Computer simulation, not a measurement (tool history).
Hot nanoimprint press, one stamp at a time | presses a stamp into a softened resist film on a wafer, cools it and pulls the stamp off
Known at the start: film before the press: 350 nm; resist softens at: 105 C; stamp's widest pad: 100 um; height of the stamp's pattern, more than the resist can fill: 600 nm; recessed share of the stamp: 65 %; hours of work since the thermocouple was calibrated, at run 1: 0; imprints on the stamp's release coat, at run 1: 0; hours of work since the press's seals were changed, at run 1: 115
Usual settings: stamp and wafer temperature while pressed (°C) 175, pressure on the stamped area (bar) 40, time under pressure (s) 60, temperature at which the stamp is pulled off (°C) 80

run   hour  stamp and wafer temperature while pressed (°C)  pressure on the stamped area (bar)  time under pressure (s)  temperature at which the stamp is pulled off (°C)  hours of work since the thermocouple was calibrated  imprints on the stamp's release coat  hours of work since the press's seals were changed  resist left under the stamp's widest pad (angstrom)  greatest force while the stamp is pulled off (N)
  1      0                                             175                                  40                       60                                                 80                                                    0                                     0                                                 115                                                 1463                                               201
  2   27.1                                             175                                  40                       60                                                 80                                                   19                                   109                                                 134                                                 1482                                               201
  3   56.1                                             175                                  40                       60                                                 80                                                   39                                   225                                                 154                                                 1457                                               200
  4   85.3                                             175                                  40                       60                                                 80                                                   60                                   342                                                 175                                                 1475                                               202
  5  106.7                                             175                                40.4                       60                                                 80                                                   75                                   428                                                 190                                                 1448                                               201
  6  127.4                                             175                                40.4                       60                                                 80                                                   90                                   511                                                 204                                                 1445                                               202
  7  146.9                                             175                                40.4                       60                                                 80                                                  103                                   590                                                 218                                                 1454                                               203
  8  163.7                                             175                                  40                       60                                                 82                                                  115                                   657                                                 230                                                 1483                                               197
  9  179.9                                             175                                  40                       60                                                 82                                                  127                                   722                                                 241                                                 1455                                               197
     209.5  -- stamp cleaned and given a new release coat
 10  209.5                                             175                                32.9                       60                                                 82                                                  143                                     0                                                 258                                                 1603                                               200
 11  234.3                                             175                                  40                       60                                                 80                                                  161                                    99                                                 275                                                 1451                                               200
 12  260.3                                             175                                  40                       60                                                 80                                                  179                                   204                                                 294                                                 1466                                               200
 13  277.7                                             175                                  40                       60                                                 79                                                  191                                   274                                                 306                                                 1438                                               202
 14  300.9                                             175                                  40                       60                                                 79                                                  207                                   367                                                 322                                                 1466                                               203
 15  313.6                                             175                                  40                       60                                                 80                                                  216                                   418                                                 331                                                 1465                                               201
 16  333.1                                             167                                27.9                       60                                                 80                                                  230                                   497                                                 345                                                 2413                                               202
 17  363.2                                             167                                32.2                       60                                                 67                                                  251                                   617                                                 366                                                 2322                                               234
 18  384.2                                             184                                32.2                       60                                                 78                                                  266                                   702                                                 381                                                  982                                               209
 19  409.2                                             165                                  60                       75                                                 78                                                  284                                   802                                                 398                                                 1944                                               205
     419.3  -- stamp cleaned and given a new release coat
 20  432.3                                             174                                59.2                       75                                                 78                                                  296                                    52                                                 410                                                 1156                                               205
 21  460.6                                             174                                59.2                       75                                                 78                                                  316                                   165                                                 430                                                 1180                                               207
 22  473.7                                             175                                  40                       60                                                 68                                                  325                                   218                                                 439                                                 1456                                               229

Forecast run 23:
 23  499.5                                             175                                  35                       45                                                 80                                                  343                                   321                                                 458                                                    ?                                                 ?

{"run 23": {"resist left under the stamp's widest pad (angstrom)": 1729, "greatest force while the stamp is pulled off (N)": 204}}
Without the tool's hidden state the same run would have given resist left under the stamp's widest pad (angstrom) 1733, greatest force while the stamp is pulled off (N) 204.
